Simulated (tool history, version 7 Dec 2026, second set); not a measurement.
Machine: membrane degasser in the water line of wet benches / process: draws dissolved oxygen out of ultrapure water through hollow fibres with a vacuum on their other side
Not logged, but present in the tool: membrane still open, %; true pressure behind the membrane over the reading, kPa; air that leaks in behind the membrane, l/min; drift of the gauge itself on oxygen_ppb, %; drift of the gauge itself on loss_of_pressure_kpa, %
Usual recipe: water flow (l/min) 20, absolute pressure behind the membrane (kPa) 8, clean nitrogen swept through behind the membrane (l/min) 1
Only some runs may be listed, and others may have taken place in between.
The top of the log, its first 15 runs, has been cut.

| run | hour | water flow (l/min) | absolute pressure behind the membrane (kPa) | clean nitrogen swept through behind the membrane (l/min) | hours since the membrane was changed | hours since the vacuum gauge was calibrated | hours since the vacuum lines were made tight | dissolved oxygen in the water behind the degasser (ppb) | pressure that the water loses in the fibres (kPa) |
|---|---|---|---|---|---|---|---|---|---|
| 16 | 1277 | 20 | 8 | 0.68 | 5062 | 89 | 6803 | 320.9 | 54.23 |
| 17 | 1353.5 | 20 | 8 | 1 | 5138 | 165 | 6879 | 244.5 | 54.46 |
| 18 | 1462.3 | 22 | 8 | 1.1 | 5247 | 274 | 6988 | 253.5 | 60.01 |
| 19 | 1568.2 | 22 | 8 | 1.1 | 5353 | 380 | 7094 | 251.7 | 60.05 |
| 20 | 1657.5 | 22 | 8 | 0.5 | 5442 | 469 | 7183 | 442.2 | 60.01 |
| 21 | 1722.6 | 20 | 10.73 | 0.57 | 5508 | 534 | 7248 | 567.3 | 54.28 |
| 22 | 1791.3 | 14 | 8 | 0.4 | 5576 | 603 | 7317 | 350.7 | 38.35 |
| 23 | 1856.1 | 14 | 8 | 0.4 | 5641 | 668 | 7382 | 347.8 | 38.05 |
| 24 | 1931.9 | 17 | 7.11 | 2.03 | 5717 | 744 | 7458 | 101 | 46.24 |
| 25 | 2025.5 | 18 | 7.11 | 1.17 | 5810 | 837 | 7551 | 163.7 | 49.13 |
| 26 | 2137.4 | 13 | 5.01 | 0.51 | 5922 | 949 | 7663 | 112.6 | 35.2 |
| 27 | 2200.3 | 13 | 5.01 | 0.51 | 5985 | 1012 | 7726 | 113 | 35.31 |
| 28 | 2307 | 20 | 6.96 | 1.41 | 6092 | 1119 | 7833 | 158.7 | 54.39 |
| 29 | 2376.9 | 20 | 5.31 | 0.59 | 6162 | 1189 | 7903 | 184.5 | 54.41 |
| 30 | 2433.9 | 25 | 14.45 | 3 | 6219 | 1246 | 7960 | 279.3 | 68.26 |
| 31 | 2519.3 | 27 | 6.21 | 0.61 | 6304 | 1331 | 8045 | 328.4 | 73.75 |
| 32 | 2579.3 | 31 | 8 | 0.76 | 6364 | 1391 | 8105 | 472.4 | 84.99 |
| 33 | 2654.5 | 31 | 6.97 | 0.45 | 6439 | 1466 | 8180 | 528.7 | 84.87 |

Consider 3 possible next runs. They are alternatives, not a sequence: every one starts from the tool as it was left by run 33. What does each give?
| A | 2765.3 | 20 | 8 | 0.49 | 6550 | 1577 | 8291 | ? | ? |
| B | 2765.3 | 30 | 5.39 | 0.45 | 6550 | 1577 | 8291 | ? | ? |
| C | 2765.3 | 14 | 17.55 | 1.75 | 6550 | 1577 | 8291 | ? | ? |

| run | dissolved oxygen in the water behind the degasser (ppb) | pressure that the water loses in the fibres (kPa) |
|---|---|---|
| A | 414 | 54.74 |
| B | 340.7 | 82.13 |
| C | 289.5 | 38.28 |
Had the tool no hidden state, the same runs would have come out as:
| run | dissolved oxygen in the water behind the degasser (ppb) | pressure that the water loses in the fibres (kPa) |
|---|---|---|
| A | 401.9 | 52.77 |
| B | 321.6 | 79.17 |
| C | 276.2 | 36.9 |
